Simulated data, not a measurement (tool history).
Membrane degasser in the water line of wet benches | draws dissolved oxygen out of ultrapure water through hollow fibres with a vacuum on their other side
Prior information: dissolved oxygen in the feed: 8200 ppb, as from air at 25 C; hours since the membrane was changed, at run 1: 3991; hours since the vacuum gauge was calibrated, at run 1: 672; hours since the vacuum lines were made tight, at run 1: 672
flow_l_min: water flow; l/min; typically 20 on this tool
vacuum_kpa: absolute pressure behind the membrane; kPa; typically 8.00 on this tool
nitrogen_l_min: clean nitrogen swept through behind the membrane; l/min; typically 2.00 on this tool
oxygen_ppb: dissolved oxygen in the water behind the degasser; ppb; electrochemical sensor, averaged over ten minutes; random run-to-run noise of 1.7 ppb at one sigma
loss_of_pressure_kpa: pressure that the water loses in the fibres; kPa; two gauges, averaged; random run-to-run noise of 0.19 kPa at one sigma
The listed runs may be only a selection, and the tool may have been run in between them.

run      day  flow_l_min  vacuum_kpa  nitrogen_l_min  hours since the membrane was changed  hours since the vacuum gauge was calibrated  hours since the vacuum lines were made tight  oxygen_ppb  loss_of_pressure_kpa
  1    0.000          20        8.00            2.00                                  3991                                          672                                           672       181.4                 41.49
  2    4.679          20        5.53            2.00                                  4103                                          785                                           785       125.6                 42.00
  3   11.929          20        5.53            2.00                                  4277                                          959                                           959       124.6                 41.96
  4   20.692          20        8.00            2.00                                  4487                                         1169                                          1169       183.4                 41.96
  5   28.208          20        8.00            2.00                                  4668                                         1349                                          1349       184.1                 42.24
  6   31.875          20        8.00            2.00                                  4756                                         1437                                          1437       185.6                 42.03
      32.254  -- vacuum gauge calibrated
  7   38.146          20        8.00            2.00                                  4906                                          141                                          1587       185.3                 41.69
  8   46.296          20        8.00            2.00                                  5102                                          337                                          1783       185.6                 42.03
      51.512  -- vacuum gauge calibrated, once more
  9   54.296          32        8.00            3.17                                  5293                                           67                                          1975       388.7                 67.64
 10   62.617          18        6.29            4.18                                  5493                                          267                                          2174        81.8                 37.73
 11   67.792          22        6.29            0.97                                  5617                                          391                                          2298       247.4                 46.61
 12   71.667          14        6.29            1.21                                  5710                                          484                                          2391       102.3                 29.49
 13   80.021          14       16.09            1.21                                  5910                                          684                                          2592       358.2                 30.02
 14   87.408          14       16.09            1.21                                  6088                                          861                                          2769       372.3                 30.01
 15   93.871          14       16.09            1.21                                  6243                                         1017                                          2924       363.7                 29.74
 16  102.633          14       16.09            1.21                                  6453                                         1227                                          3135       369.5                 30.28

The same runs without the tool's hidden state, with the same run-to-run variation:
Hidden state present: membrane still open, %; true pressure behind the membrane over the reading, kPa; air that leaks in behind the membrane, l/min; drift of the gauge itself on oxygen_ppb, %; drift of the gauge itself on loss_of_pressure_kpa, %.
run  oxygen_ppb  loss_of_pressure_kpa
  1       167.4                 39.74
  2       110.8                 40.18
  3       109.1                 40.06
  4       166.5                 39.97
  5       166.2                 40.17
  6       167.0                 39.91
  7       165.4                 39.52
  8       164.6                 39.77
  9       339.2                 63.86
 10        68.3                 35.54
 11       224.2                 43.86
 12        95.4                 27.71
 13       345.4                 28.18
 14       357.9                 28.09
 15       348.8                 27.77
 16       353.0                 28.25

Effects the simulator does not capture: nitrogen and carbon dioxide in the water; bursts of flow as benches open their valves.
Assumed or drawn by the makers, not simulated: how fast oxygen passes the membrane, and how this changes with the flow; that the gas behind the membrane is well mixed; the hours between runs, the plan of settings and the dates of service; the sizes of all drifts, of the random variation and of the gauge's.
